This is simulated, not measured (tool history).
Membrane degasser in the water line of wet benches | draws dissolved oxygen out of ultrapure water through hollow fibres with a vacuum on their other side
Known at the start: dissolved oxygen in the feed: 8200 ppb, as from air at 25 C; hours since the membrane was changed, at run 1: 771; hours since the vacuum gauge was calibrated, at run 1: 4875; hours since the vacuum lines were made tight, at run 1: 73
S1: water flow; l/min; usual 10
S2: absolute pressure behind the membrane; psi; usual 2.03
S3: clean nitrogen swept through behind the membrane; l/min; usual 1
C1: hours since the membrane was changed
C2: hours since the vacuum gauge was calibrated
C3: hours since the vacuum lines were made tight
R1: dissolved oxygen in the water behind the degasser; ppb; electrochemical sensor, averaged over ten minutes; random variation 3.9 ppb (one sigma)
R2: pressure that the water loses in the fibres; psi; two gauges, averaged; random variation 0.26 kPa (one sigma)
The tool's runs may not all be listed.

run,hour,S1,S2,S3,C1,C2,C3,R1,R2
1,0,10,2.03,1,771,4875,73,389.1,10.037
2,34.3,10,2.03,1,805,4910,107,390.9,10.016
3,59.6,10,2.03,1,830,4935,132,391.8,10.008
4,78.4,10,2.03,1,849,4954,151,389.3,9.968
5,109.1,10,2.03,1,880,4984,182,390.6,9.981
6,135.8,9,2.03,1,906,5011,208,334.9,9.008
7,169,9,2.03,1,940,5044,242,334.8,8.943
8,200.1,9,2.03,1,971,5075,273,332.1,8.927
9,226,10,2.03,1,997,5101,299,397.3,9.863
10,252.9,10,2.03,1,1023,5128,325,393.6,9.89
11,280.7,10,2.03,0.48,1051,5156,353,610.9,9.873
12,305.9,10,2.03,0.48,1076,5181,378,616.7,9.896
13,352.1,10,2.03,1,1123,5227,425,391,9.906
14,377.4,10,2.03,1,1148,5253,450,391.3,9.909
15,409.9,10,2.03,1,1180,5285,482,391.4,9.902
16,430.7,10,2.03,1,1201,5306,503,394.4,9.831
17,464.3,7,2.03,1,1235,5340,537,228.4,6.94
18,487.7,7,2.03,1,1258,5363,560,226.3,6.924
19,524.7,10,1.99,1,1295,5400,597,386,9.887
20,563.9,10,1.55,1,1334,5439,636,319.8,9.825
21,597.5,10,1.55,1,1368,5473,670,321.4,9.835
22,634.3,14,1.55,0.53,1405,5510,707,733.1,13.673
23,666.6,9,2.03,1,1437,5542,739,334.8,8.812
24,696.8,11,2.67,1,1467,5572,769,553,10.762
25,739.4,11,2.67,1,1510,5615,812,552.4,10.689
# hour 742.3: gauge calibrated
26,769,9,4.18,1.34,1539,5644,841,500.9,9.013
27,803.3,10,3.35,1.38,1574,5679,876,476.2,10
28,842,10,3.35,1.38,1612,5717,914,475.6,9.964
29,885.3,10,3.35,1.38,1656,5761,958,470.3,9.939
30,910.1,10,3.35,1.38,1681,5785,983,479.2,9.934
31,953.6,10,4.5,1.47,1724,5829,1026,575.7,9.932
32,973.2,9,1.62,1.37,1744,5849,1046,236.6,8.94
33,1005.9,10,4.58,2.11,1776,5881,1078,461.3,9.964

Hidden state at the last listed run before each entry between runs and at the first one after, where it differs:
Between runs 25 and 26: gauge calibrated (hour 742.3)
  drift of the gauge itself on loss_of_pressure_kpa, %: -2.37 -> -0.09
  measured less the result without the state, R2: -0.257 -> -0.006 psi

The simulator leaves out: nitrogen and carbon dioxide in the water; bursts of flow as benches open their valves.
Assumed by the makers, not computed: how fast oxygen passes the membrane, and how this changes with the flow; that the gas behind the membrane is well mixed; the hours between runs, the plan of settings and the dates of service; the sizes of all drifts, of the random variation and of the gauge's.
